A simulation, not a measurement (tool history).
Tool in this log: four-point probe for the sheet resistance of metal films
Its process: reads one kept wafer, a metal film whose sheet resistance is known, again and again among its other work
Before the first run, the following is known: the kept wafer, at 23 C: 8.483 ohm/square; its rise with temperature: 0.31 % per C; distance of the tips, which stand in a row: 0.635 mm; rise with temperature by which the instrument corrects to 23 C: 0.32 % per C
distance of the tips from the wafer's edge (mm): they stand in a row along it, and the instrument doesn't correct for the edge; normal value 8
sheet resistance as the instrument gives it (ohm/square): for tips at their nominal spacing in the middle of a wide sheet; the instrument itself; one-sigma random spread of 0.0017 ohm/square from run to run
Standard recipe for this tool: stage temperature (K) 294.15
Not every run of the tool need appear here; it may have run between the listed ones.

| run | hour | stage temperature (K) | distance of the tips from the wafer's edge (mm) | sheet resistance as the instrument gives it (ohm/square) |
|---|---|---|---|---|
| 1 | 0.0 | 294.15 | 8 | 8.587057 |
| 2 | 15.0 | 294.15 | 8 | 8.585795 |
| 3 | 37.0 | 294.15 | 8 | 8.588671 |
| 4 | 56.0 | 294.15 | 35 | 8.556983 |
| 5 | 76.0 | 294.15 | 35 | 8.557073 |
| 6 | 91.9 | 294.15 | 35 | 8.555035 |
| 7 | 109.5 | 296.15 | 35 | 8.557411 |
| 8 | 121.7 | 296.15 | 35 | 8.554319 |
| 9 | 147.1 | 296.15 | 35 | 8.554790 |
| 10 | 163.9 | 304.15 | 8 | 8.574399 |
| 11 | 182.6 | 294.15 | 8 | 8.580859 |
| 12 | 204.3 | 294.15 | 8 | 8.585012 |
| 13 | 229.3 | 294.15 | 8 | 8.583655 |
| 14 | 254.3 | 294.15 | 8 | 8.583361 |
| 15 | 277.7 | 294.15 | 4 | 8.672878 |
| 16 | 288.2 | 303.15 | 8 | 8.573984 |
| 17 | 307.4 | 303.15 | 8 | 8.573948 |
| 18 | 328.6 | 302.15 | 8 | 8.576076 |
| 19 | 345.4 | 302.15 | 8 | 8.578066 |
| 20 | 355.9 | 294.15 | 8 | 8.582924 |
| 21 | 377.4 | 291.15 | 8 | 8.582765 |
| 22 | 389.5 | 294.15 | 8 | 8.582891 |
| 23 | 400.5 | 294.15 | 8 | 8.582073 |
| 24 | 422.7 | 294.15 | 8 | 8.580990 |
| 25 | 435.7 | 306.15 | 4 | 8.656330 |
| 26 | 452.9 | 306.15 | 4 | 8.657983 |
| 27 | 477.8 | 291.15 | 61 | 8.553788 |
| 28 | 502.7 | 291.15 | 61 | 8.554166 |
| 29 | 525.2 | 300.15 | 31 | 8.548668 |
| 30 | 539.4 | 299.15 | 26 | 8.554529 |
| 31 | 552.3 | 294.15 | 56 | 8.550267 |
| 32 | 570.0 | 297.15 | 8 | 8.576771 |
| 33 | 594.5 | 306.15 | 8 | 8.570948 |
| 34 | 610.0 | 306.15 | 8 | 8.572794 |
| 35 | 634.3 | 300.15 | 8 | 8.573857 |
| 36 | 658.5 | 301.15 | 4 | 8.657135 |
| 37 | 675.8 | 301.15 | 56 | 8.544916 |
| 38 | 687.4 | 301.15 | 56 | 8.542322 |
| 39 | 702.9 | 294.15 | 3 | 8.755414 |
| 40 | 713.9 | 297.15 | 11 | 8.562383 |
| 41 | 730.8 | 297.15 | 11 | 8.561442 |
| 42 | 755.2 | 294.15 | 28 | 8.552407 |
| 43 | 779.7 | 293.15 | 4 | 8.666662 |
| 44 | 799.2 | 304.15 | 5 | 8.612940 |
| 45 | 814.1 | 303.15 | 56 | 8.543487 |

What if the next run were any one of these 4? Each begins from the tool's condition after run 45:
| A | 833.5 | 307.15 | 56 | ? |
| B | 833.5 | 294.15 | 56 | ? |
| C | 833.5 | 306.15 | 50 | ? |
| D | 833.5 | 291.15 | 21 | ? |

| run | sheet resistance as the instrument gives it (ohm/square) |
|---|---|
| A | 8.538595 |
| B | 8.547695 |
| C | 8.542512 |
| D | 8.554274 |
With no hidden state in the tool, these same runs would have given:
| run | sheet resistance as the instrument gives it (ohm/square) |
|---|---|
| A | 8.475490 |
| B | 8.484253 |
| C | 8.479358 |
| D | 8.490720 |
